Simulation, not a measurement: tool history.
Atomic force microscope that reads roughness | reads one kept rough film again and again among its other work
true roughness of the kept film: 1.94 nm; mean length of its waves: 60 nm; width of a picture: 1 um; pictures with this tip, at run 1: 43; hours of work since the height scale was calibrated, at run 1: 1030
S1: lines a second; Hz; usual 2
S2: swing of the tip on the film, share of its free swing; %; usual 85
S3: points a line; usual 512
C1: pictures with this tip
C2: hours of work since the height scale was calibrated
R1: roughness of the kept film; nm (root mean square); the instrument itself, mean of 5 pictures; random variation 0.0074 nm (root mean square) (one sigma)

| run | hour | S1 | S2 | S3 | C1 | C2 | R1 |
|---|---|---|---|---|---|---|---|
| 1 | 0 | 2 | 85 | 512 | 43 | 1030 | 1.5 |
|  | 24.3 | new tip fitted |
| 2 | 42.8 | 2 | 57 | 512 | 20 | 1061 | 1.776 |
|  | 86.9 | new tip fitted |
| 3 | 98.4 | 2 | 57 | 512 | 12 | 1100 | 1.791 |
|  | 150.1 | new tip fitted |
| 4 | 158.6 | 2 | 85 | 512 | 9 | 1143 | 1.521 |
| 5 | 189.2 | 2 | 85 | 512 | 42 | 1165 | 1.488 |
|  | 213.4 | new tip fitted |
| 6 | 237.8 | 2 | 85 | 512 | 26 | 1199 | 1.526 |
|  | 280.5 | new tip fitted |
| 7 | 286.5 | 2 | 85 | 512 | 7 | 1233 | 1.546 |
| 8 | 317.8 | 2 | 85 | 512 | 40 | 1256 | 1.492 |
|  | 345.2 | new tip fitted |
| 9 | 373.3 | 2 | 73 | 512 | 30 | 1295 | 1.652 |
|  | 378.6 | height scale calibrated on a step standard |
|  | 410 | new tip fitted |
| 10 | 443.1 | 2.29 | 85 | 730 | 35 | 46 | 1.456 |
|  | 472.1 | new tip fitted |
| 11 | 499.5 | 3.05 | 66 | 316 | 29 | 86 | 1.637 |
|  | 534.6 | new tip fitted |
|  | 540.2 | height scale calibrated on a step standard, once more |
| 12 | 552.9 | 3.05 | 66 | 316 | 18 | 9 | 1.677 |
|  | 602.3 | new tip fitted |
| 13 | 609.5 | 1.04 | 69 | 374 | 7 | 49 | 1.824 |
|  | 669.9 | new tip fitted |
| 14 | 686.2 | 3.06 | 61 | 522 | 17 | 104 | 1.722 |
|  | 736.8 | new tip fitted |
| 15 | 745.7 | 3.06 | 57 | 368 | 9 | 146 | 1.773 |
|  | 799.5 | new tip fitted |
| 16 | 820.5 | 3.06 | 57 | 368 | 22 | 199 | 1.75 |

Hidden state at the last listed run before each entry between runs and at the first one after, where it differs:
Between runs 1 and 2: new tip fitted (hour 24.3)
  radius of the tip, nm: 21.2 -> 14.4; height scale over the true one, %: -1.02 -> -1.06
  measured less the result without the state, R1: -0.061 -> -0.046 nm (root mean square)
Between runs 2 and 3: new tip fitted (hour 86.9)
  radius of the tip, nm: 14.4 -> 11.7; height scale over the true one, %: -1.06 -> -1.1
  measured less the result without the state, R1: -0.046 -> -0.038 nm (root mean square)
Between runs 3 and 4: new tip fitted (hour 150.1)
  radius of the tip, nm: 11.7 -> 11.3; height scale over the true one, %: -1.1 -> -1.15
  measured less the result without the state, R1: -0.038 -> -0.031 nm (root mean square)
Between runs 5 and 6: new tip fitted (hour 213.4)
  radius of the tip, nm: 23.2 -> 15.9; height scale over the true one, %: -1.17 -> -1.21
  measured less the result without the state, R1: -0.069 -> -0.048 nm (root mean square)
Between runs 6 and 7: new tip fitted (hour 280.5)
  radius of the tip, nm: 15.9 -> 9.5; height scale over the true one, %: -1.21 -> -1.24
  measured less the result without the state, R1: -0.048 -> -0.028 nm (root mean square)
Between runs 8 and 9: new tip fitted (hour 345.2)
  radius of the tip, nm: 23.2 -> 19.6; height scale over the true one, %: -1.27 -> -1.31
  measured less the result without the state, R1: -0.071 -> -0.066 nm (root mean square)
Between runs 9 and 10: height scale calibrated on a step standard (hour 378.6); new tip fitted (hour 410)
  radius of the tip, nm: 19.6 -> 19.9; height scale over the true one, %: -1.31 -> -1.83
  measured less the result without the state, R1: -0.066 -> -0.067 nm (root mean square)
Between runs 10 and 11: new tip fitted (hour 472.1)
  radius of the tip, nm: 19.9 -> 18.7; height scale over the true one, %: -1.83 -> -1.88
  measured less the result without the state, R1: -0.067 -> -0.073 nm (root mean square)
Between runs 11 and 12: new tip fitted (hour 534.6); height scale calibrated on a step standard, once more (hour 540.2)
  radius of the tip, nm: 18.7 -> 14; height scale over the true one, %: -1.88 -> 0.11
  measured less the result without the state, R1: -0.073 -> -0.022 nm (root mean square)
Between runs 12 and 13: new tip fitted (hour 602.3)
  radius of the tip, nm: 14 -> 10.3; height scale over the true one, %: 0.11 -> 0.07
  measured less the result without the state, R1: -0.022 -> -0.012 nm (root mean square)
Between runs 13 and 14: new tip fitted (hour 669.9)
  radius of the tip, nm: 10.3 -> 14.7; height scale over the true one, %: 0.07 -> 0.01
  measured less the result without the state, R1: -0.012 -> -0.028 nm (root mean square)
Between runs 14 and 15: new tip fitted (hour 736.8)
  radius of the tip, nm: 14.7 -> 10.8; height scale over the true one, %: 0.01 -> -0.03
  measured less the result without the state, R1: -0.028 -> -0.015 nm (root mean square)
Between runs 15 and 16: new tip fitted (hour 799.5)
  radius of the tip, nm: 10.8 -> 14.4; height scale over the true one, %: -0.03 -> -0.1
  measured less the result without the state, R1: -0.015 -> -0.029 nm (root mean square)
